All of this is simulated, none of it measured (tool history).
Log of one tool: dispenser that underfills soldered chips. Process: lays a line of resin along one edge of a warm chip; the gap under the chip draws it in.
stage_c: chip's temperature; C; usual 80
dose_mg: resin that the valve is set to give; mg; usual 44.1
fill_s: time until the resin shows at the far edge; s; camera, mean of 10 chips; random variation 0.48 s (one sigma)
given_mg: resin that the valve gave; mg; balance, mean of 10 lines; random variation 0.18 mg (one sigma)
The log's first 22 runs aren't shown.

At hour 183.8: new syringe of resin.
Run 23, hour 185: usual settings but stage_c 82 C, dose_mg 49.6 mg. Result: fill_s 34.9 s, given_mg 48.49 mg.
At hour 194.5: new syringe of resin.
Run 24, hour 194.9: usual settings but stage_c 82 C, dose_mg 49.6 mg. Result: fill_s 32.3 s, given_mg 47.77 mg.
Run 25, hour 202.2: usual settings but dose_mg 40.9 mg. Result: fill_s 54 s, given_mg 39.46 mg.
At hour 205: new syringe of resin.
Run 26, hour 212.2: usual settings but stage_c 67 C, dose_mg 50.8 mg. Result: fill_s 79.9 s, given_mg 48.58 mg.
At hour 216: new syringe of resin.
Run 27, hour 220.2: usual settings but stage_c 67 C, dose_mg 50.8 mg. Result: fill_s 65.8 s, given_mg 48.59 mg.
At hour 226.2: new syringe of resin.
Run 28, hour 230.8: usual settings but stage_c 74 C, dose_mg 50.2 mg. Result: fill_s 52.5 s, given_mg 47.15 mg.
At hour 236.4: new syringe of resin.
Run 29, hour 241.1: usual settings but stage_c 74 C, dose_mg 50.2 mg. Result: fill_s 54.1 s, given_mg 47.18 mg.
At hour 247: new syringe of resin.
Run 30, hour 250.1: usual settings but stage_c 74 C, dose_mg 50.2 mg. Result: fill_s 48.4 s, given_mg 47.09 mg.
At hour 257.2: new syringe of resin.
Run 31, hour 260.5: usual settings but stage_c 85 C, dose_mg 50.4 mg. Result: fill_s 34.3 s, given_mg 46.76 mg.
At hour 263: dispensing valve cleaned and set on the balance.
At hour 268.7: new syringe of resin.
Run 32, hour 270.5: usual settings but stage_c 72 C, dose_mg 51.4 mg. Result: fill_s 49 s, given_mg 51.34 mg.
At hour 279.2: new syringe of resin.
Run 33, hour 280.3: usual settings but stage_c 72 C, dose_mg 51.4 mg. Result: fill_s 45.3 s, given_mg 50.84 mg.
At hour 289.7: new syringe of resin.
Run 34, hour 289.9: usual settings but stage_c 70 C, dose_mg 48 mg. Result: fill_s 47.4 s, given_mg 46.81 mg.
Run 35, hour 296.9: usual settings but stage_c 70 C, dose_mg 48 mg. Result: fill_s 72 s, given_mg 46.95 mg.
At hour 300.1: new syringe of resin.
Run 36, hour 304.6: usual settings but stage_c 82 C, dose_mg 41.6 mg. Result: fill_s 41.1 s, given_mg 40.47 mg.

Forecast each of these 3 alternatives for the next run:
Run A, hour 309.3: usual settings but stage_c 92 C, dose_mg 38.6 mg. Result: fill_s ?, given_mg ?.
Run B, hour 309.3: usual settings but stage_c 94 C, dose_mg 53.7 mg. Result: fill_s ?, given_mg ?.
Run C, hour 309.3: usual settings but stage_c 94 C, dose_mg 52.1 mg. Result: fill_s ?, given_mg ?.

run  fill_s  given_mg
  A    39.6     37.58
  B    35.7     52.36
  C    34.9     50.89
Without the tool's hidden state the same runs would have given:
run  fill_s  given_mg
  A      26     38.62
  B    23.5     53.81
  C    22.7      52.3

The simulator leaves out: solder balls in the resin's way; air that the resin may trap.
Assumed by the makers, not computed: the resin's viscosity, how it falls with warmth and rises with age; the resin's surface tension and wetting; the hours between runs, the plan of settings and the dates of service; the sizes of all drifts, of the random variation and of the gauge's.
